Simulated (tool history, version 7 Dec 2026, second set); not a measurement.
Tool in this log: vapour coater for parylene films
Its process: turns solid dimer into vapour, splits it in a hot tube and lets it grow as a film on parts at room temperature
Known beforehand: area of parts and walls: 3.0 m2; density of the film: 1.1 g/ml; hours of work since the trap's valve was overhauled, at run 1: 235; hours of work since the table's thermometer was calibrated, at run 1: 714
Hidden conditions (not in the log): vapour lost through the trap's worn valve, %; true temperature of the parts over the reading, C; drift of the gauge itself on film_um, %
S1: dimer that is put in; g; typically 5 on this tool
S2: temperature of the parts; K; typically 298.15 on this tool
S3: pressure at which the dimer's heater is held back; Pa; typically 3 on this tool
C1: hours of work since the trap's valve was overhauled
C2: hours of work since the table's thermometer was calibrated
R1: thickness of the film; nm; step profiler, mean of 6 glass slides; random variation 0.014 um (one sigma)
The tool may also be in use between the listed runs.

run	day	S1	S2	S3	C1	C2	R1
1	0	5	298.15	3	235	714	920
2	1.404	5	298.15	3	263	743	940
# day 2.746: trap's valve overhauled
3	3.5	5	298.15	3	15	782	1020
4	4.65	2	298.15	3	39	805	390
5	5.867	5	298.15	3	63	830	990
6	7.65	5	298.15	3	99	866	980
7	9.804	5	298.15	3	143	910	950
8	12.088	5	310.15	3	189	956	550
9	14.125	5	298.15	3	231	997	920
10	16.371	5	298.15	3	276	1043	950
# day 17.083: trap's valve overhauled
11	18.046	5	298.15	3	20	1073	1000
12	19.642	5	301.15	3	52	1106	850
13	21.433	5	301.15	3	88	1142	860
14	23.508	5	298.15	3	130	1184	950
15	25.067	5	298.15	3	162	1216	940
16	26.642	5	298.15	3	194	1248	930
17	28.017	5	298.15	3	222	1276	960
18	30.179	5	298.15	3	266	1319	950
# day 31.338: trap's valve overhauled
19	31.454	5	298.15	3.07	2	1342	1010
20	33.758	5	298.15	7.76	49	1389	930
21	35.75	5	298.15	7.76	90	1429	900
22	37.125	5	309.15	3.06	117	1457	580
23	38.512	3	309.15	5.48	146	1485	340
24	40.2	3	309.15	5.48	180	1519	300
25	42.225	3	309.15	11.29	221	1560	310
26	43.358	3	302.15	2.22	244	1583	480
# day 43.6: table's thermometer calibrated
# day 45.629: trap's valve overhauled
27	45.762	5	302.15	6.17	3	40	800
# day 47.504: table's thermometer calibrated, once more
28	47.808	4	291.15	6.17	43	6	1030
29	48.888	4	291.15	6.17	65	28	1010
30	50.592	2	299.15	6.17	100	63	330
31	52.208	2	306.15	8.92	133	95	240
32	54.092	2	298.15	8.92	171	134	360
33	56.221	2	300.15	3	214	177	330
34	57.425	2	300.15	3	238	201	340
35	59.429	3	294.15	3.28	279	242	660
# day 59.983: trap's valve overhauled
36	61.521	8	297.15	6.81	31	281	1550
37	63.546	8	297.15	6.81	72	322	1530
38	64.888	8	297.15	6.81	99	349	1550
39	66.488	5	298.15	4.09	132	382	950
40	67.462	5	298.15	4.09	152	401	920
41	68.829	5	302.15	2.47	179	429	790

Run by run, hidden condition taken away, random variation retained:
run	R1
1	990
2	1020
3	1020
4	390
5	1010
6	1010
7	990
8	580
9	990
10	1030
11	1000
12	870
13	880
14	990
15	990
16	990
17	1020
18	1030
19	1000
20	940
21	920
22	600
23	350
24	310
25	330
26	520
27	790
28	1050
29	1040
30	340
31	250
32	390
33	360
34	370
35	730
36	1570
37	1570
38	1600
39	990
40	970
41	830

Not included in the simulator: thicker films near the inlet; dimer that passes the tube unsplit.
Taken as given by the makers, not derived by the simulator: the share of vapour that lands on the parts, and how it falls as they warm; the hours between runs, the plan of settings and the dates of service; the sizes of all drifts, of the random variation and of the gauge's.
